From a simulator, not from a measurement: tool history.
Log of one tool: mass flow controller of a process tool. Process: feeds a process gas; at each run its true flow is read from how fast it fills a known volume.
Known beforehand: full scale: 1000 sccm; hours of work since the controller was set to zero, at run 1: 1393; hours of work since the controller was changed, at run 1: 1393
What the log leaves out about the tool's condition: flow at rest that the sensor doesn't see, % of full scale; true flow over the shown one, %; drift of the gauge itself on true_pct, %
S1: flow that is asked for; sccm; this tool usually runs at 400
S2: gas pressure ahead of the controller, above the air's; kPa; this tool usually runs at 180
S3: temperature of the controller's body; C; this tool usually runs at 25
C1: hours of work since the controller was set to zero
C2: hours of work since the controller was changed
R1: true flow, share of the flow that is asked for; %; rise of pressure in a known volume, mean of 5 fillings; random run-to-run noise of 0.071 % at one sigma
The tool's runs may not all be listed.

run    hour   S1   S2  S3    C1    C2      R1
  1       0  400  180  25  1393  1393   99.55
  2   173.3  400  180  25  1491  1491   99.42
  3   385.9  400  180  25  1612  1612   99.41
  4   540.9  400  154  25  1700  1700   99.57
  5   653.3  400  154  25  1764  1764   99.68
  6   902.7  932  180  25  1905  1905  100.39
  7  1138.7  400  184  25  2039  2039   99.47
  8  1386.7  400  184  25  2180  2180   99.66
  9  1571.1  400  204  25  2285  2285    99.5
 10  1685.6  400  249  25  2349  2349   99.26
 11    1916  353  180  25  2480  2480   99.55
 12  2151.1  400  232  25  2614  2614    99.3
 13  2292.3  400  180  25  2694  2694   99.43
 14  2520.6  400  180  25  2823  2823   99.69
     2531.4  -- controller's zero set anew
 15  2748.8  400  180  25   123  2953   99.34
 16  2894.9  400  180  39   206  3035   98.62
     3002.3  -- controller's zero set anew, once more
 17  3039.8  400  180  39    21  3117   99.69
 18  3231.4  400  180  29   130  3226  100.31
 19    3476  458  214  23   269  3365   100.6
 20  3674.4  458  189  25   381  3478  100.64
 21  3879.7  458  189  25   498  3594  100.51
 22  3988.5  219  210  25   560  3656   99.97
 23  4161.3  333  210  25   658  3754  100.34
 24  4361.1  230  167  30   771  3867   99.87
 25  4495.4  230  167  30   847  3943   99.85
 26    4626  230  167  30   921  4018   99.93
 27  4876.7  230  167  30  1064  4160   99.72
 28  5100.4  290  167  24  1191  4287  100.37
 29  5348.6  290  167  24  1332  4428  100.32
 30  5453.1  199  167  23  1391  4487   99.99
 31  5665.2  159  180  35  1511  4607   98.86

The logged runs with the hidden state left out (each run's random variation unchanged):
run     R1
  1  99.54
  2  99.42
  3   99.4
  4  99.55
  5  99.67
  6  99.97
  7  99.46
  8  99.65
  9  99.48
 10  99.24
 11  99.66
 12  99.29
 13  99.42
 14  99.69
 15  99.51
 16  98.78
 17  98.68
 18  99.31
 19  99.57
 20  99.61
 21  99.47
 22  99.17
 23  99.39
 24   99.1
 25  99.09
 26  99.18
 27  99.01
 28  99.53
 29   99.5
 30   99.5
 31   98.7
